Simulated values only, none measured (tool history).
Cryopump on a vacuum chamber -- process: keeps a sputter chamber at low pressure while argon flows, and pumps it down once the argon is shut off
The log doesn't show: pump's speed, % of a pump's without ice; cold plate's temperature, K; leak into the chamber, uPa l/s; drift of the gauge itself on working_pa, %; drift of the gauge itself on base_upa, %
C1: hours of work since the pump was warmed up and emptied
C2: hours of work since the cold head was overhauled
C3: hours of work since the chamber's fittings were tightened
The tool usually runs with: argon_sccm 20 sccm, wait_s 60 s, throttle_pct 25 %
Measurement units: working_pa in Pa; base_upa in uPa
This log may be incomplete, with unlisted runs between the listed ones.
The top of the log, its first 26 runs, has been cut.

{"run": 27, "hour": 284.2, "argon_sccm": 20, "wait_s": 88, "throttle_pct": 25, "C1": 339, "C2": 339, "C3": 470, "working_pa": 0.1488, "base_upa": 1.88}
{"run": 28, "hour": 293.5, "argon_sccm": 9, "wait_s": 22, "throttle_pct": 33, "C1": 345, "C2": 345, "C3": 476, "working_pa": 0.0512, "base_upa": 5.94}
{"run": 29, "hour": 303.5, "argon_sccm": 9, "wait_s": 46, "throttle_pct": 42, "C1": 352, "C2": 352, "C3": 483, "working_pa": 0.0406, "base_upa": 3.08}
{"run": 30, "hour": 309.8, "argon_sccm": 12, "wait_s": 125, "throttle_pct": 42, "C1": 356, "C2": 356, "C3": 487, "working_pa": 0.0537, "base_upa": 1.46}
{"run": 31, "hour": 319.8, "argon_sccm": 8, "wait_s": 60, "throttle_pct": 22, "C1": 363, "C2": 363, "C3": 494, "working_pa": 0.0682, "base_upa": 2.53}
{"run": 32, "hour": 332.6, "argon_sccm": 8, "wait_s": 60, "throttle_pct": 23, "C1": 371, "C2": 371, "C3": 503, "working_pa": 0.0648, "base_upa": 2.51}
{"run": 33, "hour": 343.5, "argon_sccm": 8, "wait_s": 60, "throttle_pct": 23, "C1": 378, "C2": 378, "C3": 510, "working_pa": 0.0643, "base_upa": 2.47}
{"run": 34, "hour": 351.6, "argon_sccm": 8, "wait_s": 60, "throttle_pct": 23, "C1": 384, "C2": 384, "C3": 515, "working_pa": 0.0651, "base_upa": 2.51}

Predict each of these 3 candidate next runs independently; none follows another, all start after run 34:
{"run": "A", "hour": 365.0, "argon_sccm": 8, "wait_s": 60, "throttle_pct": 44, "C1": 393, "C2": 393, "C3": 524, "working_pa": "?", "base_upa": "?"}
{"run": "B", "hour": 365.0, "argon_sccm": 11, "wait_s": 60, "throttle_pct": 23, "C1": 393, "C2": 393, "C3": 524, "working_pa": "?", "base_upa": "?"}
{"run": "C", "hour": 365.0, "argon_sccm": 9, "wait_s": 60, "throttle_pct": 23, "C1": 393, "C2": 393, "C3": 524, "working_pa": "?", "base_upa": "?"}

run=A working_pa=0.0347 base_upa=2.52
run=B working_pa=0.0888 base_upa=2.52
run=C working_pa=0.073 base_upa=2.53
Stripped of hidden state, with their random variation kept, the same runs would have yielded:
run=A working_pa=0.0331 base_upa=2.28
run=B working_pa=0.0866 base_upa=2.28
run=C working_pa=0.0712 base_upa=2.3
